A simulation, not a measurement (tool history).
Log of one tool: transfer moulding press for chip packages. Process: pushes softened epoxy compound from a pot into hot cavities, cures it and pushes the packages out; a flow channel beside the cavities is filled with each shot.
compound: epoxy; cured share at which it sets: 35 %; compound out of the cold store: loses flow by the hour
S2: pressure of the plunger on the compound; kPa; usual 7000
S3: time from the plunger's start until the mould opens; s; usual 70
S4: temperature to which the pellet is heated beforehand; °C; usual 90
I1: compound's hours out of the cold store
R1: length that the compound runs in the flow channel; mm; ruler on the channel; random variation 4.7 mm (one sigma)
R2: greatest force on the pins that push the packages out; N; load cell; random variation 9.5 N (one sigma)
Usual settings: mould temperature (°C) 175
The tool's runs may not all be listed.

{"run": 1, "hour": 0.0, "mould temperature (°C)": 175, "S2": 7000, "S3": 70, "S4": 90, "I1": 41.7, "R1": 589, "R2": 824}
{"hour": 6.1, "done": "cavities cleaned with cleaning compound and waxed"}
{"run": 2, "hour": 18.5, "mould temperature (°C)": 175, "S2": 7000, "S3": 70, "S4": 90, "I1": 23.1, "R1": 610, "R2": 513}
{"run": 3, "hour": 40.4, "mould temperature (°C)": 175, "S2": 7000, "S3": 70, "S4": 90, "I1": 18.2, "R1": 621, "R2": 626}
{"run": 4, "hour": 58.8, "mould temperature (°C)": 175, "S2": 7000, "S3": 70, "S4": 90, "I1": 25.0, "R1": 605, "R2": 721}
{"run": 5, "hour": 88.3, "mould temperature (°C)": 175, "S2": 7000, "S3": 70, "S4": 90, "I1": 27.7, "R1": 597, "R2": 839}
{"hour": 103.8, "done": "cavities cleaned with cleaning compound and waxed"}
{"run": 6, "hour": 116.5, "mould temperature (°C)": 175, "S2": 7000, "S3": 87, "S4": 90, "I1": 14.2, "R1": 617, "R2": 407}
{"run": 7, "hour": 133.4, "mould temperature (°C)": 174, "S2": 5960, "S3": 70, "S4": 90, "I1": 46.5, "R1": 523, "R2": 653}
{"hour": 155.4, "done": "plunger's sealing rings changed"}
{"run": 8, "hour": 160.8, "mould temperature (°C)": 174, "S2": 5960, "S3": 70, "S4": 90, "I1": 31.9, "R1": 609, "R2": 754}
{"run": 9, "hour": 175.4, "mould temperature (°C)": 171, "S2": 5960, "S3": 70, "S4": 87, "I1": 22.1, "R1": 620, "R2": 1059}
{"hour": 201.7, "done": "cavities cleaned with cleaning compound and waxed"}
{"run": 10, "hour": 206.4, "mould temperature (°C)": 182, "S2": 5960, "S3": 74, "S4": 87, "I1": 12.0, "R1": 615, "R2": 350}
{"run": 11, "hour": 233.0, "mould temperature (°C)": 182, "S2": 5960, "S3": 74, "S4": 87, "I1": 45.1, "R1": 567, "R2": 477}

Forecast each of these 5 alternatives for the next run:
{"run": "A", "hour": 255.8, "mould temperature (°C)": 182, "S2": 6470, "S3": 74, "S4": 95, "I1": 33.8, "R1": "?", "R2": "?"}
{"run": "B", "hour": 255.8, "mould temperature (°C)": 175, "S2": 7000, "S3": 70, "S4": 85, "I1": 42.4, "R1": "?", "R2": "?"}
{"run": "C", "hour": 255.8, "mould temperature (°C)": 177, "S2": 5420, "S3": 70, "S4": 90, "I1": 38.4, "R1": "?", "R2": "?"}
{"run": "D", "hour": 255.8, "mould temperature (°C)": 175, "S2": 8780, "S3": 70, "S4": 90, "I1": 28.6, "R1": "?", "R2": "?"}
{"run": "E", "hour": 255.8, "mould temperature (°C)": 182, "S2": 5960, "S3": 74, "S4": 97, "I1": 15.3, "R1": "?", "R2": "?"}

run=A R1=606 R2=567
run=B R1=629 R2=723
run=C R1=558 R2=659
run=D R1=724 R2=739
run=E R1=602 R2=574
Without the tool's hidden state the same runs would have given:
run=A R1=620 R2=323
run=B R1=644 R2=426
run=C R1=572 R2=384
run=D R1=742 R2=436
run=E R1=616 R2=330

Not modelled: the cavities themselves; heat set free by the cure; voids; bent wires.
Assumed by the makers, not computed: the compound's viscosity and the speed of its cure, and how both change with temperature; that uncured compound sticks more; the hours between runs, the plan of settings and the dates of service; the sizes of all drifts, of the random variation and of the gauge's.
